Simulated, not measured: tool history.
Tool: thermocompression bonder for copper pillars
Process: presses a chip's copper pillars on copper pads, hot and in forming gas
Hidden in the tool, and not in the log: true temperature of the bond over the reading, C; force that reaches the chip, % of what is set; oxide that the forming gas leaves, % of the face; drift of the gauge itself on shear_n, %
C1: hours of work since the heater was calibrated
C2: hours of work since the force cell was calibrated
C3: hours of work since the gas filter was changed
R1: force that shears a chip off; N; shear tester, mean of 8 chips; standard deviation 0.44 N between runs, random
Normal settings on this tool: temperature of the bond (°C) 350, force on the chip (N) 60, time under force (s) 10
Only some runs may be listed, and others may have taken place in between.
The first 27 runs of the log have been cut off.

run 28 hour=1589.6 | temperature_of_the_bond_(°C)=350 force_on_the_chip_(N)=60 time_under_force_(s)=9 | C1=47 C2=287 C3=42 | R1=94.4
run 29 hour=1625.3 | temperature_of_the_bond_(°C)=375 force_on_the_chip_(N)=42 time_under_force_(s)=6 | C1=68 C2=308 C3=64 | R1=83.6
run 30 hour=1674.8 | temperature_of_the_bond_(°C)=323 force_on_the_chip_(N)=41 time_under_force_(s)=10 | C1=97 C2=338 C3=93 | R1=65.9
run 31 hour=1723.3 | temperature_of_the_bond_(°C)=323 force_on_the_chip_(N)=41 time_under_force_(s)=14 | C1=126 C2=367 C3=122 | R1=73.8
-- hour=1785.8 forming gas filter changed
run 32 hour=1799.1 | temperature_of_the_bond_(°C)=336 force_on_the_chip_(N)=62 time_under_force_(s)=11 | C1=171 C2=412 C3=8 | R1=93.3
run 33 hour=1861.1 | temperature_of_the_bond_(°C)=367 force_on_the_chip_(N)=64 time_under_force_(s)=25 | C1=208 C2=449 C3=45 | R1=132.3
run 34 hour=1932.8 | temperature_of_the_bond_(°C)=367 force_on_the_chip_(N)=64 time_under_force_(s)=25 | C1=251 C2=491 C3=88 | R1=131.8
run 35 hour=1977.6 | temperature_of_the_bond_(°C)=367 force_on_the_chip_(N)=64 time_under_force_(s)=25 | C1=278 C2=518 C3=114 | R1=131.7
-- hour=2047.1 gauge calibrated
run 36 hour=2047.1 | temperature_of_the_bond_(°C)=356 force_on_the_chip_(N)=64 time_under_force_(s)=25 | C1=319 C2=560 C3=156 | R1=122.8
-- hour=2051.9 forming gas filter changed
run 37 hour=2081.9 | temperature_of_the_bond_(°C)=375 force_on_the_chip_(N)=60 time_under_force_(s)=10 | C1=340 C2=580 C3=18 | R1=109.3
run 38 hour=2156 | temperature_of_the_bond_(°C)=357 force_on_the_chip_(N)=63 time_under_force_(s)=9 | C1=384 C2=624 C3=62 | R1=98.8

Consider 4 possible next runs. They are alternatives, not a sequence: every one starts from the tool as it was left by run 38. What does each give?
run A hour=2229.2 | temperature_of_the_bond_(°C)=320 force_on_the_chip_(N)=56 time_under_force_(s)=26 | C1=428 C2=668 C3=106 | R1=?
run B hour=2229.2 | temperature_of_the_bond_(°C)=347 force_on_the_chip_(N)=63 time_under_force_(s)=9 | C1=428 C2=668 C3=106 | R1=?
run C hour=2229.2 | temperature_of_the_bond_(°C)=323 force_on_the_chip_(N)=49 time_under_force_(s)=24 | C1=428 C2=668 C3=106 | R1=?
run D hour=2229.2 | temperature_of_the_bond_(°C)=346 force_on_the_chip_(N)=70 time_under_force_(s)=10 | C1=428 C2=668 C3=106 | R1=?

run=A R1=99.4
run=B R1=92.6
run=C R1=93.8
run=D R1=99.2
Had the tool no hidden state, the same runs would have come out as:
run=A R1=99.2
run=B R1=92.4
run=C R1=93.6
run=D R1=99
